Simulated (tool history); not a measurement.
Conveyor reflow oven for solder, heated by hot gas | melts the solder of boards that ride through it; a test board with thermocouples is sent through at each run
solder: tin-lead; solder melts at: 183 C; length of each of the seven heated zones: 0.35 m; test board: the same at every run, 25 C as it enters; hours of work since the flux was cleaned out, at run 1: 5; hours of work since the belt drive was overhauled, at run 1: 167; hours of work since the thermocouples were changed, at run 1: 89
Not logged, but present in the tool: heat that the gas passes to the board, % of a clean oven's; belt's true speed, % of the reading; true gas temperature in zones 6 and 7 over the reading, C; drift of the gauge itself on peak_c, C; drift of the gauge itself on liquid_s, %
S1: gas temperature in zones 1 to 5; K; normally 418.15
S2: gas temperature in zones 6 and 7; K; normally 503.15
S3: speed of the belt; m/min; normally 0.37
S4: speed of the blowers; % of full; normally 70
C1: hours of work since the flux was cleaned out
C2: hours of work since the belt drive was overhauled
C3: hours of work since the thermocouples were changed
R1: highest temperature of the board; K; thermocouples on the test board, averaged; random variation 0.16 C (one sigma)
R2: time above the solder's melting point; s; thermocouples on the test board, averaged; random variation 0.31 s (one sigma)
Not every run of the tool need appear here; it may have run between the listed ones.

run 1 hour=0 | S1=418.15 S2=503.15 S3=0.37 S4=70 | C1=5 C2=167 C3=89 | R1=494.25 R2=95.9
run 2 hour=8 | S1=418.15 S2=503.15 S3=0.37 S4=70 | C1=9 C2=171 C3=93 | R1=494.25 R2=95.8
run 3 hour=19 | S1=418.15 S2=516.15 S3=0.37 S4=70 | C1=14 C2=176 C3=99 | R1=506.45 R2=105.4
run 4 hour=30.2 | S1=418.15 S2=516.15 S3=0.37 S4=70 | C1=20 C2=182 C3=104 | R1=506.35 R2=104.8
run 5 hour=38.6 | S1=418.15 S2=503.15 S3=0.37 S4=90 | C1=24 C2=186 C3=108 | R1=496.85 R2=98.6
run 6 hour=49.6 | S1=418.15 S2=503.15 S3=0.37 S4=90 | C1=30 C2=191 C3=114 | R1=496.85 R2=98.5
run 7 hour=55.1 | S1=418.15 S2=503.15 S3=0.381 S4=90 | C1=32 C2=194 C3=117 | R1=496.05 R2=94.7
run 8 hour=62.1 | S1=418.15 S2=503.15 S3=0.37 S4=70 | C1=36 C2=198 C3=120 | R1=494.55 R2=95.7
run 9 hour=69.1 | S1=418.15 S2=503.15 S3=0.399 S4=70 | C1=39 C2=201 C3=123 | R1=492.45 R2=86.6
run 10 hour=78.2 | S1=418.15 S2=503.15 S3=0.399 S4=70 | C1=44 C2=205 C3=128 | R1=492.65 R2=87.4
run 11 hour=85.1 | S1=414.15 S2=503.15 S3=0.399 S4=70 | C1=47 C2=209 C3=131 | R1=491.95 R2=84.3
run 12 hour=94.5 | S1=414.15 S2=503.15 S3=0.399 S4=70 | C1=52 C2=214 C3=136 | R1=491.85 R2=83.7
run 13 hour=105.8 | S1=414.15 S2=503.15 S3=0.399 S4=70 | C1=57 C2=219 C3=142 | R1=491.85 R2=84.4
run 14 hour=110.7 | S1=412.15 S2=498.15 S3=0.399 S4=70 | C1=60 C2=222 C3=144 | R1=487.05 R2=78.1
run 15 hour=116.7 | S1=412.15 S2=498.15 S3=0.399 S4=70 | C1=63 C2=225 C3=147 | R1=486.95 R2=78.3
run 16 hour=125.9 | S1=411.15 S2=510.15 S3=0.334 S4=77 | C1=67 C2=229 C3=152 | R1=503.15 R2=111.1
run 17 hour=137.7 | S1=418.15 S2=502.15 S3=0.416 S4=70 | C1=73 C2=235 C3=157 | R1=490.35 R2=81.2
run 18 hour=143.9 | S1=430.15 S2=503.15 S3=0.37 S4=63 | C1=76 C2=238 C3=160 | R1=494.55 R2=103.3
run 19 hour=152.6 | S1=430.15 S2=508.15 S3=0.402 S4=63 | C1=81 C2=242 C3=165 | R1=497.15 R2=96.9

The next listed run, before its measurement:
run 20 hour=160.2 | S1=418.15 S2=513.15 S3=0.37 S4=88 | C1=84 C2=246 C3=168 | R1=? R2=?

{"run 20": {"R1": 505.55, "R2": 105}}
On a tool with no hidden condition, and with the same random variation, this run would have come out at R1 506.05 K, R2 104.7 s.
